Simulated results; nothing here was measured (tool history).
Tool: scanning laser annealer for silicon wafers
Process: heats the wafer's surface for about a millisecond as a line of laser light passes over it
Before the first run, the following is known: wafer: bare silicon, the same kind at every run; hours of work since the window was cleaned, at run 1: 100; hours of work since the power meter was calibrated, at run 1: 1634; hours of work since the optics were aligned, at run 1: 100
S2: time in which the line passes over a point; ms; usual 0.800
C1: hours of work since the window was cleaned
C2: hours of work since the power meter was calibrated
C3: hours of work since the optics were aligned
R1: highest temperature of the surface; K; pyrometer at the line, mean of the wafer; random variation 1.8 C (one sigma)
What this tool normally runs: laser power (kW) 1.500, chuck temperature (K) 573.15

Run 1, hour 0.0: usual settings; C1 100; C2 1634; C3 100. Result: R1 1302.15 K.
Run 2, hour 38.8: usual settings; C1 129; C2 1663; C3 129. Result: R1 1303.15 K.
Run 3, hour 70.9: usual settings but laser power (kW) 1.424; C1 153; C2 1687; C3 153. Result: R1 1263.15 K.
Run 4, hour 109.0: usual settings but laser power (kW) 1.424; C1 182; C2 1716; C3 182. Result: R1 1267.15 K.
Run 5, hour 144.0: usual settings; C1 209; C2 1742; C3 209. Result: R1 1303.15 K.
Run 6, hour 172.2: usual settings; C1 230; C2 1764; C3 230. Result: R1 1305.15 K.
Run 7, hour 228.0: usual settings; C1 272; C2 1806; C3 272. Result: R1 1306.15 K.
Run 8, hour 288.5: usual settings; C1 318; C2 1852; C3 318. Result: R1 1300.15 K.
Run 9, hour 332.0: usual settings; C1 351; C2 1884; C3 351. Result: R1 1304.15 K.
Run 10, hour 381.2: usual settings but S2 0.644 ms; C1 388; C2 1921; C3 388. Result: R1 1226.15 K.
Run 11, hour 433.3: usual settings; C1 427; C2 1961; C3 427. Result: R1 1303.15 K.
Run 12, hour 459.8: usual settings; C1 447; C2 1981; C3 447. Result: R1 1302.15 K.
Run 13, hour 518.2: usual settings; C1 491; C2 2025; C3 491. Result: R1 1303.15 K.
Run 14, hour 558.9: usual settings; C1 522; C2 2056; C3 522. Result: R1 1300.15 K.
Run 15, hour 592.6: usual settings but chuck temperature (K) 569.15; C1 547; C2 2081; C3 547. Result: R1 1300.15 K.
Run 16, hour 636.6: usual settings but S2 0.961 ms, chuck temperature (K) 592.15; C1 580; C2 2114; C3 580. Result: R1 1392.15 K.
Run 17, hour 679.7: usual settings but S2 0.961 ms, chuck temperature (K) 592.15; C1 613; C2 2147; C3 613. Result: R1 1393.15 K.
Run 18, hour 711.6: usual settings but S2 0.712 ms, chuck temperature (K) 601.15; C1 637; C2 2171; C3 637. Result: R1 1289.15 K.
Run 19, hour 766.5: usual settings but laser power (kW) 1.582, S2 0.699 ms, chuck temperature (K) 562.15; C1 678; C2 2212; C3 678. Result: R1 1279.15 K.
Run 20, hour 804.0: usual settings but laser power (kW) 1.310, S2 0.730 ms, chuck temperature (K) 552.15; C1 707; C2 2241; C3 707. Result: R1 1158.15 K.
Run 21, hour 832.4: usual settings but laser power (kW) 1.310, S2 0.730 ms, chuck temperature (K) 552.15; C1 728; C2 2262; C3 728. Result: R1 1160.15 K.
At hour 840.5: optics aligned, line set to its width.
Run 22, hour 872.2: usual settings but laser power (kW) 1.326, S2 0.732 ms, chuck temperature (K) 552.15; C1 755; C2 2288; C3 24. Result: R1 1168.15 K.

For each entry between runs, how does the tool's hidden state at the last listed run before it compare with that at the first listed run after it?
After run 21, before run 22: optics aligned, line set to its width (hour 840.5)
  width of the line over the set one, %: 0.11 -> 0.01

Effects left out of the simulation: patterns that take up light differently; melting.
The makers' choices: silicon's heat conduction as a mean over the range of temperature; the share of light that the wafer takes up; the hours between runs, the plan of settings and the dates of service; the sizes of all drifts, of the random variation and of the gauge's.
